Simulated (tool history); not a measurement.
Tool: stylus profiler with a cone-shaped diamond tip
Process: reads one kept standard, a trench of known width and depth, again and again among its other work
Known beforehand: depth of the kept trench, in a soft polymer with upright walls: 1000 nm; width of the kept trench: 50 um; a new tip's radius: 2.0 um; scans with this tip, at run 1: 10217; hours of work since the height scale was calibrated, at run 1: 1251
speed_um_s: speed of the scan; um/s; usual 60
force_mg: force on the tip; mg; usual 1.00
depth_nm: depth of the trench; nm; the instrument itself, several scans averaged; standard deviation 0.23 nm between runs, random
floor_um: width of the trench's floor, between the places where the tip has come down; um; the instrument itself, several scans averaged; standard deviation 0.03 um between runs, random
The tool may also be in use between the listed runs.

run,day,speed_um_s,force_mg,scans with this tip,hours of work since the height scale was calibrated,depth_nm,floor_um
1,0.000,60,1.00,10217,1251,1004.82,45.54
2,3.333,55,1.00,10503,1286,1005.26,45.54
3,6.717,55,1.00,10793,1321,1004.70,45.53
4,8.417,55,1.00,10939,1339,1004.99,45.53
5,11.762,55,1.00,11225,1374,1005.02,45.50
6,14.267,55,1.00,11440,1401,1005.18,45.46
7,16.608,55,1.00,11641,1425,1004.48,45.47
8,18.642,55,1.00,11815,1447,1004.59,45.40
9,21.271,55,1.00,12040,1474,1004.58,45.48
10,24.967,139,1.00,12357,1513,1004.53,44.86
# day 25.171: height scale calibrated on a step standard
11,28.279,181,1.00,12639,33,1002.64,44.54
12,30.829,60,1.00,12858,59,1002.75,45.37
13,32.708,60,1.00,13019,79,1002.56,45.38
14,35.262,60,1.00,13238,106,1002.59,45.35
15,38.350,57,1.68,13502,138,1006.26,45.43
16,40.938,57,1.68,13724,165,1005.99,45.47
# day 41.567: height scale calibrated on a step standard, once more
17,44.754,60,0.72,14049,33,1007.33,45.23
18,46.938,60,0.72,14236,56,1006.87,45.19
19,49.133,18,1.74,14425,79,1012.68,45.58
20,51.346,98,1.00,14614,103,1008.88,45.02
21,53.429,15,0.38,14793,124,1004.23,45.51
22,56.446,26,0.38,15052,156,1004.33,45.40
23,59.488,109,2.45,15312,188,1015.61,45.19
24,61.296,109,2.45,15467,207,1015.15,45.09
25,64.246,16,0.38,15720,238,1004.60,45.47

Results for each run, recomputed without the tool's hidden state and with each run's random variation untouched:
Unlogged tool condition in this case: radius of the tip, um; height scale over the true one, %; drift of the gauge itself on depth_nm, %; drift of the gauge itself on floor_um, %.
run,depth_nm,floor_um
1,1008.24,46.13
2,1008.77,46.15
3,1008.28,46.16
4,1008.61,46.16
5,1008.72,46.15
6,1008.95,46.12
7,1008.30,46.14
8,1008.46,46.08
9,1008.52,46.17
10,1008.55,45.57
11,1008.31,45.27
12,1008.49,46.11
13,1008.34,46.13
14,1008.43,46.11
15,1012.21,46.21
16,1012.01,46.26
17,1007.03,46.04
18,1006.62,46.01
19,1012.48,46.41
20,1008.74,45.86
21,1004.14,46.36
22,1004.32,46.27
23,1015.66,46.07
24,1015.25,45.98
25,1004.78,46.37

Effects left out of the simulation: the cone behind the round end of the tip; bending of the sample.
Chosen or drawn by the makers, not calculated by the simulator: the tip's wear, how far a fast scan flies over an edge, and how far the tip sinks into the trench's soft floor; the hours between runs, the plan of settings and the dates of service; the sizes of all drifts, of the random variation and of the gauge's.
